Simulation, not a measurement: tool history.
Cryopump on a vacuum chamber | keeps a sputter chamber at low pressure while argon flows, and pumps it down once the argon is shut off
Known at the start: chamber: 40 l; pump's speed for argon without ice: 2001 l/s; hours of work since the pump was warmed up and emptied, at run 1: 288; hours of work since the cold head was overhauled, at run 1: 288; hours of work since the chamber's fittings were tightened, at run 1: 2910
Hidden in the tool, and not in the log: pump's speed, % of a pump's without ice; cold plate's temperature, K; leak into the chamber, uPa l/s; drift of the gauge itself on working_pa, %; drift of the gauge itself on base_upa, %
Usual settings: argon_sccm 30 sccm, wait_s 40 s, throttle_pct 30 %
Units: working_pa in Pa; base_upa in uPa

run,hour,argon_sccm,wait_s,throttle_pct,hours of work since the pump was warmed up and emptied,hours of work since the cold head was overhauled,hours of work since the chamber's fittings were tightened,working_pa,base_upa
1,0.0,30,40,30,288,288,2910,0.0895,2.59
2,62.4,30,40,30,315,315,2937,0.0887,2.60
3,95.3,30,40,30,330,330,2951,0.0882,2.57
4,142.5,30,40,30,350,350,2972,0.0907,2.65
5,174.6,30,40,30,364,364,2986,0.0899,2.61
6,235.6,30,46,30,391,391,3013,0.0898,2.55
7,290.8,30,46,30,415,415,3037,0.0899,2.53
8,349.7,30,40,30,441,441,3062,0.0910,2.77
9,378.2,30,40,30,453,453,3075,0.0908,2.75
10,436.4,30,40,30,479,479,3100,0.0911,2.81
11,484.0,30,40,30,499,499,3121,0.0919,2.88
12,532.2,30,296,34,520,520,3142,0.0821,2.14
13,596.5,22,30,45,548,548,3170,0.0474,3.19
14,628.8,21,163,45,562,562,3184,0.0461,2.43
15,671.1,12,214,54,581,581,3203,0.0230,2.39
16,717.9,12,214,59,601,601,3223,0.0209,2.39
17,780.8,18,214,28,629,629,3250,0.0600,2.47
18,811.8,34,220,30,642,642,3264,0.1072,2.47
19,853.6,30,176,30,661,661,3282,0.0940,2.57
20,907.2,30,176,30,684,684,3306,0.0959,2.58
21,942.0,47,176,20,699,699,3321,0.2169,2.65
22,998.9,47,31,20,724,724,3346,0.2188,3.60

4 ways to go on from here, each from the tool as it stands after run 22. What would each give?
A,1051.3,15,129,47,747,747,3368,?,?
B,1051.3,49,40,30,747,747,3368,?,?
C,1051.3,22,51,20,747,747,3368,?,?
D,1051.3,13,40,30,747,747,3368,?,?

run,working_pa,base_upa
A,0.0326,2.83
B,0.1576,3.35
C,0.1010,3.20
D,0.0420,3.41
Without the tool's hidden state the same runs would have given:
run,working_pa,base_upa
A,0.0264,0.37
B,0.1373,0.93
C,0.0919,0.78
D,0.0366,0.97

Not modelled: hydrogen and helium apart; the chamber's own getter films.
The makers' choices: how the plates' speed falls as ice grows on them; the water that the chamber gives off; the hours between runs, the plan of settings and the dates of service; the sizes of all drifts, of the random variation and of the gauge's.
